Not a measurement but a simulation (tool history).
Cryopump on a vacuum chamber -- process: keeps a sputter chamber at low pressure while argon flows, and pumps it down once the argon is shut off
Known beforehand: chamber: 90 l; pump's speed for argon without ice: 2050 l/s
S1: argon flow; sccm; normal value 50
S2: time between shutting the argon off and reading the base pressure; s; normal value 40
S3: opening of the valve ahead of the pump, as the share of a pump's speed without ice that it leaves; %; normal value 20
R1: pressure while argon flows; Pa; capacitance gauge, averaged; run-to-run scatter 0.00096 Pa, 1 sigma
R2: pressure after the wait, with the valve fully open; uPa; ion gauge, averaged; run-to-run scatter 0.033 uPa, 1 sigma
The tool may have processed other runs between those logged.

run 1 hour=0.0 | S1=50 S2=40 S3=20 | R1=0.2054 R2=2.21
run 2 hour=29.0 | S1=50 S2=40 S3=20 | R1=0.2076 R2=2.17
run 3 hour=54.9 | S1=50 S2=36 S3=20 | R1=0.2077 R2=2.42
run 4 hour=94.7 | S1=23 S2=40 S3=20 | R1=0.0962 R2=2.20
run 5 hour=116.4 | S1=23 S2=40 S3=20 | R1=0.0963 R2=2.27
run 6 hour=136.2 | S1=23 S2=40 S3=20 | R1=0.0957 R2=2.23
run 7 hour=172.9 | S1=23 S2=40 S3=20 | R1=0.0978 R2=2.26
run 8 hour=210.6 | S1=50 S2=40 S3=20 | R1=0.2103 R2=2.34
run 9 hour=238.3 | S1=50 S2=40 S3=20 | R1=0.2098 R2=2.33
run 10 hour=279.0 | S1=50 S2=40 S3=20 | R1=0.2129 R2=2.26
run 11 hour=300.9 | S1=50 S2=40 S3=20 | R1=0.2117 R2=2.35
run 12 hour=320.9 | S1=50 S2=40 S3=20 | R1=0.2104 R2=2.34
run 13 hour=361.3 | S1=43 S2=40 S3=20 | R1=0.1827 R2=2.39
run 14 hour=388.5 | S1=50 S2=40 S3=20 | R1=0.2121 R2=2.39
run 15 hour=405.1 | S1=50 S2=40 S3=20 | R1=0.2138 R2=2.45
run 16 hour=427.6 | S1=50 S2=40 S3=20 | R1=0.2128 R2=2.41
run 17 hour=457.6 | S1=29 S2=82 S3=20 | R1=0.1256 R2=1.67
run 18 hour=488.4 | S1=29 S2=82 S3=20 | R1=0.1240 R2=1.62
run 19 hour=520.8 | S1=69 S2=99 S3=23 | R1=0.2581 R2=1.58
run 20 hour=542.7 | S1=94 S2=92 S3=15 | R1=0.5362 R2=1.61
run 21 hour=582.4 | S1=50 S2=40 S3=42 | R1=0.1100 R2=2.59
run 22 hour=615.7 | S1=50 S2=40 S3=42 | R1=0.1099 R2=2.52
run 23 hour=642.9 | S1=50 S2=40 S3=42 | R1=0.1102 R2=2.62
run 24 hour=682.3 | S1=95 S2=52 S3=59 | R1=0.1578 R2=2.27
-- hour=698.1 pump warmed up, emptied and cooled again
run 25 hour=705.5 | S1=22 S2=40 S3=26 | R1=0.0698 R2=2.40
run 26 hour=743.5 | S1=59 S2=39 S3=53 | R1=0.0937 R2=2.45
run 27 hour=782.2 | S1=59 S2=39 S3=53 | R1=0.0947 R2=2.55
run 28 hour=818.9 | S1=33 S2=24 S3=32 | R1=0.0876 R2=3.70
run 29 hour=838.4 | S1=41 S2=24 S3=27 | R1=0.1283 R2=3.56
run 30 hour=863.6 | S1=73 S2=189 S3=20 | R1=0.3058 R2=1.26

Measured result minus the same run's result without the hidden state. Both carry the same run-to-run variation, though not necessarily the same gauge scatter:
The tool's hidden condition here consists of: pump's speed, % of a pump's without ice; cold plate's temperature, K; leak into the chamber, uPa l/s; drift of the gauge itself on working_pa, %; drift of the gauge itself on base_upa, %.
run=1 R1=+0.0005 R2=+0.43
run=2 R1=+0.0009 R2=+0.44
run=3 R1=+0.0013 R2=+0.47
run=4 R1=+0.0009 R2=+0.48
run=5 R1=+0.0010 R2=+0.49
run=6 R1=+0.0011 R2=+0.50
run=7 R1=+0.0014 R2=+0.53
run=8 R1=+0.0037 R2=+0.55
run=9 R1=+0.0041 R2=+0.57
run=10 R1=+0.0049 R2=+0.57
run=11 R1=+0.0052 R2=+0.61
run=12 R1=+0.0055 R2=+0.61
run=13 R1=+0.0055 R2=+0.64
run=14 R1=+0.0069 R2=+0.66
run=15 R1=+0.0073 R2=+0.68
run=16 R1=+0.0076 R2=+0.68
run=17 R1=+0.0048 R2=+0.72
run=18 R1=+0.0051 R2=+0.72
run=19 R1=+0.0132 R2=+0.77
run=20 R1=+0.0189 R2=+0.78
run=21 R1=+0.0109 R2=+0.82
run=22 R1=+0.0117 R2=+0.81
run=23 R1=+0.0123 R2=+0.87
run=24 R1=+0.0253 R2=+0.90
run=25 R1=+0.0004 R2=+0.66
run=26 R1=+0.0017 R2=+0.69
run=27 R1=+0.0023 R2=+0.72
run=28 R1=+0.0016 R2=+0.76
run=29 R1=+0.0023 R2=+0.74
run=30 R1=+0.0048 R2=+0.78

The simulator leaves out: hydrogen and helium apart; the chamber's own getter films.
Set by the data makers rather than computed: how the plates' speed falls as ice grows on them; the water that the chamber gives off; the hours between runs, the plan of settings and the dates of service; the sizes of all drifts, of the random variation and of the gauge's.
